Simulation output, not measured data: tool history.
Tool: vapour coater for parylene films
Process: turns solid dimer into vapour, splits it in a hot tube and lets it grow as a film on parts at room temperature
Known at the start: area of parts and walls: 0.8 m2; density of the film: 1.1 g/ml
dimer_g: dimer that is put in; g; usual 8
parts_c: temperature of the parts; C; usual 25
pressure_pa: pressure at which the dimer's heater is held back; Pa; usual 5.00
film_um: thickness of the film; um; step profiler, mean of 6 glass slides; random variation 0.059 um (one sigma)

Run 1, hour 0.0: usual settings. Result: film_um 7.02 um.
Run 2, hour 38.9: usual settings. Result: film_um 6.87 um.
Run 3, hour 103.2: usual settings. Result: film_um 6.95 um.
Run 4, hour 130.2: usual settings. Result: film_um 7.04 um.
Run 5, hour 192.4: usual settings. Result: film_um 6.87 um.
Run 6, hour 255.8: usual settings. Result: film_um 6.81 um.
Run 7, hour 291.4: usual settings. Result: film_um 6.97 um.
Run 8, hour 342.6: usual settings but dimer_g 7 g, parts_c 33 C, pressure_pa 3.45 Pa. Result: film_um 4.97 um.
Run 9, hour 400.4: usual settings but dimer_g 4 g, pressure_pa 2.01 Pa. Result: film_um 3.92 um.
Run 10, hour 455.6: usual settings but dimer_g 6 g, parts_c 36 C, pressure_pa 10.17 Pa. Result: film_um 3.41 um.
Run 11, hour 521.8: usual settings but dimer_g 6 g, parts_c 19 C, pressure_pa 8.03 Pa. Result: film_um 5.91 um.

4 ways to go on from here, each from the tool as it stands after run 11. What would each give?
Run A, hour 568.6: usual settings but dimer_g 4 g, parts_c 19 C, pressure_pa 8.03 Pa. Result: film_um ?.
Run B, hour 568.6: usual settings but dimer_g 4 g, parts_c 21 C, pressure_pa 5.08 Pa. Result: film_um ?.
Run C, hour 568.6: usual settings but dimer_g 6 g, parts_c 29 C, pressure_pa 8.03 Pa. Result: film_um ?.
Run D, hour 568.6: usual settings but dimer_g 6 g, pressure_pa 8.03 Pa. Result: film_um ?.

run  film_um
  A     3.87
  B     3.96
  C     4.30
  D     4.89
Without the tool's hidden state the same runs would have given:
run  film_um
  A     3.88
  B     3.97
  C     4.31
  D     4.91
